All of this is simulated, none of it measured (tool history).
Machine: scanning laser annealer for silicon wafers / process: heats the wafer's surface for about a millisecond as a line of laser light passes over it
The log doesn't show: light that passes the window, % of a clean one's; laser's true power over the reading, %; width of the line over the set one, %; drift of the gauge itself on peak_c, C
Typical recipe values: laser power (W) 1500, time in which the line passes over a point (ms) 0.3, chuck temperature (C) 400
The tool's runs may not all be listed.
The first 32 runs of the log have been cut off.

run	hour	laser power (W)	time in which the line passes over a point (ms)	chuck temperature (C)	hours of work since the window was cleaned	hours of work since the power meter was calibrated	hours of work since the optics were aligned	highest temperature of the surface (C)
33	290.1	1478	0.314	434	241	215	29	1163
34	299	1506	0.221	422	246	220	34	1035
35	307.1	1506	0.221	422	251	224	39	1036
36	313.1	1506	0.221	422	254	228	42	1034
37	324.5	1500	0.239	430	260	234	48	1066
38	335.6	1500	0.239	430	266	240	54	1067
39	347.5	1463	0.216	403	273	247	61	987
40	357.4	1463	0.216	423	278	252	66	1010
41	365.7	1463	0.339	424	283	257	71	1169

Below are 4 alternative next runs, each starting from the tool's condition after run 41. Predict each:
A	375.6	1503	0.261	410	288	262	76	?
B	375.6	1500	0.3	426	288	262	76	?
C	375.6	1500	0.3	384	288	262	76	?
D	375.6	1633	0.28	363	288	262	76	?

run	highest temperature of the surface (C)
A	1078
B	1146
C	1103
D	1130
What these runs would have given with no unlogged condition in the tool:
run	highest temperature of the surface (C)
A	1091
B	1161
C	1118
D	1146
